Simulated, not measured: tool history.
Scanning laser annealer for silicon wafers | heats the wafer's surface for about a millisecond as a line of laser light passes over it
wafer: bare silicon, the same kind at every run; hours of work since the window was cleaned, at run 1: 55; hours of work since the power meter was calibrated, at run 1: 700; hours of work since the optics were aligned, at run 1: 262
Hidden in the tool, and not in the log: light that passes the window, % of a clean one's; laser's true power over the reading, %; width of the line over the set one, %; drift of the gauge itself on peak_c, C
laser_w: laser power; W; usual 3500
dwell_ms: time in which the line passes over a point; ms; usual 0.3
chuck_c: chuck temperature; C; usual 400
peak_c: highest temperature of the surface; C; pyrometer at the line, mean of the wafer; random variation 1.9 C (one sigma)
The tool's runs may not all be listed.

run   hour  laser_w  dwell_ms  chuck_c  hours of work since the window was cleaned  hours of work since the power meter was calibrated  hours of work since the optics were aligned  peak_c
  1      0     3500       0.3      400                                          55                                                 700                                          262    1111
  2   32.5     3500       0.3      400                                          79                                                 724                                          286    1113
  3   62.5     3500       0.3      400                                         101                                                 746                                          308    1110
  4   84.7     3500       0.3      400                                         117                                                 763                                          325    1107
  5  121.1     3500       0.3      400                                         144                                                 790                                          352    1103
  6  146.4     3500       0.3      400                                         163                                                 808                                          370    1103
  7  166.1     3500       0.3      400                                         178                                                 823                                          385    1099
  8  188.6     3500       0.3      400                                         194                                                 840                                          402    1099
  9  211.7     3500       0.3      400                                         211                                                 857                                          419    1100
 10  238.3     3500       0.3      400                                         231                                                 877                                          438    1096
 11  258.2     3500       0.3      400                                         246                                                 891                                          453    1097
 12  294.8     3500     0.283      400                                         273                                                 918                                          480    1073
 13  311.6     3500     0.235      400                                         285                                                 931                                          493    1006
 14    336     3500     0.297      400                                         303                                                 949                                          511    1087
 15  352.6     3425     0.297      400                                         316                                                 961                                          523    1069
 16  374.3     3425     0.297      400                                         332                                                 977                                          539    1067
 17  390.9     3425     0.297      400                                         344                                                 989                                          551    1066
 18  415.2     3199       0.3      400                                         362                                                1007                                          569    1010
 19  447.4     3500       0.3      402                                         386                                                1031                                          593    1089
 20  481.3     3500       0.3      375                                         411                                                1056                                          618    1060
 21  509.5     3500       0.3      375                                         432                                                1077                                          639    1056
       514  -- window over the wafer cleaned
 22  530.3     3657      0.25      400                                          12                                                1091                                          653    1039
 23  552.4     3121      0.35      376                                          28                                                1108                                          669    1000
 24  585.8     3212     0.298      400                                          53                                                1132                                          694     990
 25  614.9     3212     0.298      400                                          75                                                1154                                          716     986
 26    638     3139     0.298      375                                          92                                                1171                                          733     943
     642.3  -- window over the wafer cleaned, once more
 27  670.8     3430     0.291      396                                          21                                                1194                                          756    1062
 28    691     3692     0.291      396                                          36                                                1209                                          771    1128
 29  717.1     3794     0.346      400                                          55                                                1228                                          790    1232
 30  733.1     3414     0.346      411                                          67                                                1240                                          802    1139
     744.7  -- optics aligned, line set to its width
 31  753.6     3278     0.346      411                                          79                                                1251                                            7    1119
 32  786.4     3278     0.369      394                                         103                                                1276                                           31    1122
 33  820.7     3278     0.369      394                                         128                                                1301                                           56    1116
 34  844.9     3278     0.369      394                                         146                                                1319                                           74    1116
 35    874     3324     0.229      367                                         168                                                1340                                           96     935
 36  901.7     3324     0.366      367                                         188                                                1361                                          116    1097
 37  921.7     3324     0.366      367                                         203                                                1376                                          131    1095
 38    946     3324     0.366      367                                         221                                                1394                                          149    1095
 39  963.7     3055     0.351      409                                         234                                                1407                                          162    1048
 40  979.9     3725     0.223      400                                         246                                                1419                                          174    1044

3 ways to go on from here, each from the tool as it stands after run 40. What would each give?
  A  1011     3725     0.222      380                                         269                                                1442                                          197       ?
  B  1011     3055     0.256      400                                         269                                                1442                                          197       ?
  C  1011     3479     0.307      430                                         269                                                1442                                          197       ?

run  peak_c
  A    1017
  B     936
  C    1130
Without the tool's hidden state the same runs would have given:
run  peak_c
  A    1047
  B     961
  C    1163
